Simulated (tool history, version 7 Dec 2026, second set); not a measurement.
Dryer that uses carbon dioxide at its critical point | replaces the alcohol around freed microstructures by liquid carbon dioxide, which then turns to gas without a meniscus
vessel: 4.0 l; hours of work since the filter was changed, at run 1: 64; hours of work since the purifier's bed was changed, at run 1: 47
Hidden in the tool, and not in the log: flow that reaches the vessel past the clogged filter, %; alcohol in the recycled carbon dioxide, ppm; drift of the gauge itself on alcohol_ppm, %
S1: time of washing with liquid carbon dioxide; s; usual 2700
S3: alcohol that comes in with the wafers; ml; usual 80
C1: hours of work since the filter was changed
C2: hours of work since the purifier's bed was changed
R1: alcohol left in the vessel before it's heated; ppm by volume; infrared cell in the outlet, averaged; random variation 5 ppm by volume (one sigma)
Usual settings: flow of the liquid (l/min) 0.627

{"run": 1, "hour": 0.0, "S1": 2700, "flow of the liquid (l/min)": 0.627, "S3": 80, "C1": 64, "C2": 47, "R1": 52}
{"run": 2, "hour": 9.3, "S1": 2700, "flow of the liquid (l/min)": 0.627, "S3": 80, "C1": 70, "C2": 53, "R1": 50}
{"run": 3, "hour": 14.8, "S1": 2700, "flow of the liquid (l/min)": 0.413, "S3": 80, "C1": 74, "C2": 57, "R1": 335}
{"run": 4, "hour": 23.4, "S1": 2700, "flow of the liquid (l/min)": 0.413, "S3": 80, "C1": 80, "C2": 63, "R1": 350}
{"run": 5, "hour": 30.9, "S1": 2700, "flow of the liquid (l/min)": 0.489, "S3": 80, "C1": 85, "C2": 68, "R1": 175}
{"run": 6, "hour": 37.7, "S1": 2700, "flow of the liquid (l/min)": 0.489, "S3": 80, "C1": 89, "C2": 73, "R1": 186}
{"run": 7, "hour": 44.4, "S1": 2460, "flow of the liquid (l/min)": 0.627, "S3": 80, "C1": 94, "C2": 77, "R1": 102}
{"run": 8, "hour": 54.2, "S1": 2460, "flow of the liquid (l/min)": 0.627, "S3": 80, "C1": 101, "C2": 84, "R1": 105}
{"run": 9, "hour": 60.4, "S1": 2700, "flow of the liquid (l/min)": 0.431, "S3": 80, "C1": 105, "C2": 88, "R1": 325}
{"run": 10, "hour": 65.2, "S1": 4200, "flow of the liquid (l/min)": 0.431, "S3": 80, "C1": 108, "C2": 91, "R1": 42}
{"run": 11, "hour": 73.4, "S1": 4200, "flow of the liquid (l/min)": 0.431, "S3": 80, "C1": 114, "C2": 97, "R1": 41}
{"run": 12, "hour": 78.0, "S1": 4200, "flow of the liquid (l/min)": 0.431, "S3": 80, "C1": 117, "C2": 100, "R1": 41}
{"run": 13, "hour": 86.2, "S1": 2700, "flow of the liquid (l/min)": 0.627, "S3": 40, "C1": 122, "C2": 105, "R1": 42}
{"run": 14, "hour": 92.3, "S1": 2700, "flow of the liquid (l/min)": 0.627, "S3": 40, "C1": 126, "C2": 109, "R1": 44}
{"run": 15, "hour": 98.6, "S1": 2700, "flow of the liquid (l/min)": 0.627, "S3": 40, "C1": 131, "C2": 114, "R1": 45}
{"run": 16, "hour": 107.5, "S1": 2700, "flow of the liquid (l/min)": 0.627, "S3": 80, "C1": 137, "C2": 120, "R1": 74}
{"run": 17, "hour": 115.3, "S1": 2700, "flow of the liquid (l/min)": 0.627, "S3": 80, "C1": 142, "C2": 125, "R1": 77}
{"run": 18, "hour": 125.8, "S1": 2700, "flow of the liquid (l/min)": 0.476, "S3": 80, "C1": 149, "C2": 132, "R1": 244}
{"run": 19, "hour": 132.4, "S1": 2700, "flow of the liquid (l/min)": 0.627, "S3": 80, "C1": 154, "C2": 137, "R1": 89}
{"run": 20, "hour": 143.0, "S1": 2700, "flow of the liquid (l/min)": 0.627, "S3": 80, "C1": 161, "C2": 144, "R1": 89}
{"run": 21, "hour": 147.7, "S1": 2700, "flow of the liquid (l/min)": 0.627, "S3": 80, "C1": 164, "C2": 147, "R1": 92}
{"run": 22, "hour": 158.6, "S1": 2700, "flow of the liquid (l/min)": 0.627, "S3": 80, "C1": 171, "C2": 154, "R1": 87}
{"hour": 160.3, "done": "inlet filter changed"}
{"run": 23, "hour": 169.2, "S1": 2700, "flow of the liquid (l/min)": 0.627, "S3": 80, "C1": 6, "C2": 161, "R1": 52}
{"run": 24, "hour": 179.9, "S1": 2700, "flow of the liquid (l/min)": 0.627, "S3": 80, "C1": 13, "C2": 168, "R1": 57}
{"run": 25, "hour": 189.5, "S1": 3180, "flow of the liquid (l/min)": 0.801, "S3": 38, "C1": 20, "C2": 175, "R1": 24}
{"run": 26, "hour": 198.5, "S1": 2700, "flow of the liquid (l/min)": 0.413, "S3": 80, "C1": 26, "C2": 181, "R1": 317}
{"run": 27, "hour": 205.3, "S1": 2700, "flow of the liquid (l/min)": 0.413, "S3": 80, "C1": 30, "C2": 185, "R1": 306}
{"run": 28, "hour": 210.8, "S1": 3420, "flow of the liquid (l/min)": 0.415, "S3": 80, "C1": 34, "C2": 189, "R1": 121}
{"run": 29, "hour": 220.6, "S1": 2700, "flow of the liquid (l/min)": 1.048, "S3": 24, "C1": 41, "C2": 196, "R1": 16}
{"run": 30, "hour": 230.2, "S1": 3240, "flow of the liquid (l/min)": 0.412, "S3": 93, "C1": 47, "C2": 202, "R1": 187}
{"run": 31, "hour": 236.9, "S1": 3240, "flow of the liquid (l/min)": 0.412, "S3": 93, "C1": 52, "C2": 207, "R1": 188}
{"run": 32, "hour": 242.2, "S1": 2880, "flow of the liquid (l/min)": 0.667, "S3": 55, "C1": 55, "C2": 210, "R1": 44}
{"run": 33, "hour": 247.0, "S1": 3480, "flow of the liquid (l/min)": 0.431, "S3": 29, "C1": 59, "C2": 214, "R1": 69}
{"run": 34, "hour": 255.5, "S1": 3480, "flow of the liquid (l/min)": 0.431, "S3": 29, "C1": 64, "C2": 219, "R1": 61}
{"run": 35, "hour": 266.2, "S1": 3480, "flow of the liquid (l/min)": 0.528, "S3": 29, "C1": 72, "C2": 227, "R1": 32}
{"run": 36, "hour": 275.9, "S1": 3480, "flow of the liquid (l/min)": 0.528, "S3": 29, "C1": 78, "C2": 233, "R1": 46}
{"run": 37, "hour": 286.7, "S1": 3480, "flow of the liquid (l/min)": 0.528, "S3": 50, "C1": 86, "C2": 240, "R1": 45}
{"run": 38, "hour": 291.8, "S1": 2700, "flow of the liquid (l/min)": 0.463, "S3": 116, "C1": 89, "C2": 244, "R1": 335}
{"run": 39, "hour": 301.1, "S1": 2160, "flow of the liquid (l/min)": 0.487, "S3": 94, "C1": 95, "C2": 250, "R1": 556}
{"run": 40, "hour": 309.2, "S1": 4020, "flow of the liquid (l/min)": 0.524, "S3": 98, "C1": 101, "C2": 256, "R1": 49}
{"run": 41, "hour": 315.5, "S1": 1920, "flow of the liquid (l/min)": 0.524, "S3": 97, "C1": 105, "C2": 260, "R1": 702}
{"run": 42, "hour": 320.6, "S1": 2700, "flow of the liquid (l/min)": 0.563, "S3": 80, "C1": 109, "C2": 263, "R1": 127}
{"run": 43, "hour": 328.8, "S1": 1860, "flow of the liquid (l/min)": 0.799, "S3": 64, "C1": 114, "C2": 269, "R1": 119}
{"run": 44, "hour": 337.8, "S1": 1860, "flow of the liquid (l/min)": 0.799, "S3": 64, "C1": 120, "C2": 275, "R1": 124}
{"run": 45, "hour": 348.6, "S1": 3540, "flow of the liquid (l/min)": 0.433, "S3": 72, "C1": 127, "C2": 282, "R1": 112}
{"run": 46, "hour": 353.6, "S1": 2100, "flow of the liquid (l/min)": 0.627, "S3": 32, "C1": 131, "C2": 286, "R1": 121}
{"run": 47, "hour": 364.5, "S1": 2100, "flow of the liquid (l/min)": 0.627, "S3": 32, "C1": 138, "C2": 293, "R1": 128}

The same runs without the tool's hidden state, with the same run-to-run variation:
run=1 R1=36
run=2 R1=32
run=3 R1=265
run=4 R1=271
run=5 R1=124
run=6 R1=132
run=7 R1=67
run=8 R1=68
run=9 R1=231
run=10 R1=19
run=11 R1=16
run=12 R1=15
run=13 R1=18
run=14 R1=19
run=15 R1=19
run=16 R1=35
run=17 R1=37
run=18 R1=140
run=19 R1=43
run=20 R1=40
run=21 R1=44
run=22 R1=35
run=23 R1=32
run=24 R1=35
run=25 R1=4
run=26 R1=273
run=27 R1=259
run=28 R1=88
run=29 R1=0
run=30 R1=139
run=31 R1=139
run=32 R1=17
run=33 R1=38
run=34 R1=29
run=35 R1=2
run=36 R1=15
run=37 R1=11
run=38 R1=233
run=39 R1=415
run=40 R1=14
run=41 R1=517
run=42 R1=68
run=43 R1=59
run=44 R1=61
run=45 R1=49
run=46 R1=61
run=47 R1=64

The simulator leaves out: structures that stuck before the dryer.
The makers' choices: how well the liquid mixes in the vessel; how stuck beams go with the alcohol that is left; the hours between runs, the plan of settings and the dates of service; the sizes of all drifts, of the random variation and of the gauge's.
